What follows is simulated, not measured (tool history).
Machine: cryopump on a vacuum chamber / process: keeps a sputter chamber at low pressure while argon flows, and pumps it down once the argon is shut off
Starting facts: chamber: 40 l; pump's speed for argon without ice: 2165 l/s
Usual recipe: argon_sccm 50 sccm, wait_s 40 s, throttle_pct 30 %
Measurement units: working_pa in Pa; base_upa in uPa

Run 1, hour 0: usual settings. Result: working_pa 0.1413 Pa, base_upa 1.02 uPa.
Run 2, hour 29.9: usual settings. Result: working_pa 0.1427 Pa, base_upa 1.02 uPa.
Run 3, hour 79.8: usual settings but throttle_pct 55 %. Result: working_pa 0.0843 Pa, base_upa 1.05 uPa.
Run 4, hour 125: usual settings but throttle_pct 55 %. Result: working_pa 0.0867 Pa, base_upa 1.05 uPa.
Run 5, hour 179.6: usual settings but throttle_pct 46 %. Result: working_pa 0.1013 Pa, base_upa 1.14 uPa.
Run 6, hour 208.9: usual settings but throttle_pct 46 %. Result: working_pa 0.1031 Pa, base_upa 1.11 uPa.
At hour 242.3: pump warmed up, emptied and cooled again.
Run 7, hour 280.3: usual settings but throttle_pct 46 %. Result: working_pa 0.0863 Pa, base_upa 0.95 uPa.
Run 8, hour 320.6: usual settings but wait_s 63 s, throttle_pct 46 %. Result: working_pa 0.0864 Pa, base_upa 0.74 uPa.
Run 9, hour 365: usual settings but wait_s 63 s, throttle_pct 46 %. Result: working_pa 0.0883 Pa, base_upa 0.74 uPa.
Run 10, hour 418.8: usual settings but argon_sccm 83 sccm, wait_s 24 s. Result: working_pa 0.2229 Pa, base_upa 1.33 uPa.

4 ways to go on from here, each from the tool as it stands after run 10. What would each give?
Run A, hour 468.3: usual settings but argon_sccm 80 sccm, wait_s 53 s. Result: working_pa ?, base_upa ?.
Run B, hour 468.3: usual settings but argon_sccm 31 sccm, wait_s 158 s, throttle_pct 21 %. Result: working_pa ?, base_upa ?.
Run C, hour 468.3: usual settings but argon_sccm 83 sccm, wait_s 24 s, throttle_pct 23 %. Result: working_pa ?, base_upa ?.
Run D, hour 468.3: usual settings but argon_sccm 43 sccm, throttle_pct 31 %. Result: working_pa ?, base_upa ?.

run  working_pa  base_upa
  A      0.2155      0.93
  B      0.1181      0.59
  C      0.2884      1.35
  D      0.1149      0.94
With no hidden state in the tool, these same runs would have given:
run  working_pa  base_upa
  A      0.2076      0.62
  B       0.115      0.28
  C      0.2802      1.05
  D      0.1106      0.64
